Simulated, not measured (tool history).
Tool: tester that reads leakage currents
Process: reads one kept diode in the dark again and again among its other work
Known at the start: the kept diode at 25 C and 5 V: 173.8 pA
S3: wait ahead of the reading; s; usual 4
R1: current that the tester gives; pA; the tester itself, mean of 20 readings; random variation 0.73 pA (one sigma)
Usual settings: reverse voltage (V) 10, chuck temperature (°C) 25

{"run": 1, "hour": 0.0, "reverse voltage (V)": 10, "chuck temperature (°C)": 25, "S3": 4, "R1": 242.03}
{"run": 2, "hour": 63.5, "reverse voltage (V)": 2, "chuck temperature (°C)": 25, "S3": 4, "R1": 109.08}
{"run": 3, "hour": 136.0, "reverse voltage (V)": 10, "chuck temperature (°C)": 25, "S3": 7.02, "R1": 241.64}
{"run": 4, "hour": 224.4, "reverse voltage (V)": 10, "chuck temperature (°C)": 25, "S3": 7.02, "R1": 241.28}
{"run": 5, "hour": 345.2, "reverse voltage (V)": 10, "chuck temperature (°C)": 31, "S3": 4, "R1": 413.33}
{"run": 6, "hour": 456.8, "reverse voltage (V)": 11.7, "chuck temperature (°C)": 25, "S3": 4, "R1": 261.13}
{"run": 7, "hour": 529.2, "reverse voltage (V)": 11.7, "chuck temperature (°C)": 25, "S3": 4, "R1": 261.97}
{"run": 8, "hour": 587.5, "reverse voltage (V)": 10, "chuck temperature (°C)": 25, "S3": 4, "R1": 241.5}
{"run": 9, "hour": 683.8, "reverse voltage (V)": 10, "chuck temperature (°C)": 48, "S3": 4, "R1": 1727.28}
{"run": 10, "hour": 741.7, "reverse voltage (V)": 10, "chuck temperature (°C)": 48, "S3": 4, "R1": 1724.95}
{"run": 11, "hour": 801.0, "reverse voltage (V)": 10, "chuck temperature (°C)": 48, "S3": 4, "R1": 1713.67}
{"run": 12, "hour": 871.5, "reverse voltage (V)": 10, "chuck temperature (°C)": 48, "S3": 4, "R1": 1715.07}
{"run": 13, "hour": 938.1, "reverse voltage (V)": 10, "chuck temperature (°C)": 48, "S3": 4, "R1": 1710.51}
{"run": 14, "hour": 993.5, "reverse voltage (V)": 5.9, "chuck temperature (°C)": 25, "S3": 2.98, "R1": 183.49}
{"run": 15, "hour": 1059.8, "reverse voltage (V)": 5.9, "chuck temperature (°C)": 43, "S3": 3.33, "R1": 877.24}
{"run": 16, "hour": 1157.8, "reverse voltage (V)": 10, "chuck temperature (°C)": 44, "S3": 4, "R1": 1229.14}
{"run": 17, "hour": 1266.0, "reverse voltage (V)": 9.1, "chuck temperature (°C)": 34, "S3": 7.82, "R1": 503.21}
{"run": 18, "hour": 1335.5, "reverse voltage (V)": 10, "chuck temperature (°C)": 35, "S3": 4, "R1": 574.16}
{"run": 19, "hour": 1395.2, "reverse voltage (V)": 2.2, "chuck temperature (°C)": 35, "S3": 4, "R1": 272.51}
{"run": 20, "hour": 1461.0, "reverse voltage (V)": 10, "chuck temperature (°C)": 26, "S3": 1.82, "R1": 262.72}

Forecast each of these 4 alternatives for the next run:
{"run": "A", "hour": 1517.2, "reverse voltage (V)": 1.5, "chuck temperature (°C)": 26, "S3": 2.67, "R1": "?"}
{"run": "B", "hour": 1517.2, "reverse voltage (V)": 10, "chuck temperature (°C)": 54, "S3": 3.94, "R1": "?"}
{"run": "C", "hour": 1517.2, "reverse voltage (V)": 5, "chuck temperature (°C)": 23, "S3": 0.68, "R1": "?"}
{"run": "D", "hour": 1517.2, "reverse voltage (V)": 10, "chuck temperature (°C)": 28, "S3": 2.74, "R1": "?"}

run=A R1=100.34
run=B R1=2702.16
run=C R1=142.81
run=D R1=312.87
Without the tool's hidden state the same runs would have given:
run=A R1=106.4
run=B R1=2875.77
run=C R1=147.11
run=D R1=323.29

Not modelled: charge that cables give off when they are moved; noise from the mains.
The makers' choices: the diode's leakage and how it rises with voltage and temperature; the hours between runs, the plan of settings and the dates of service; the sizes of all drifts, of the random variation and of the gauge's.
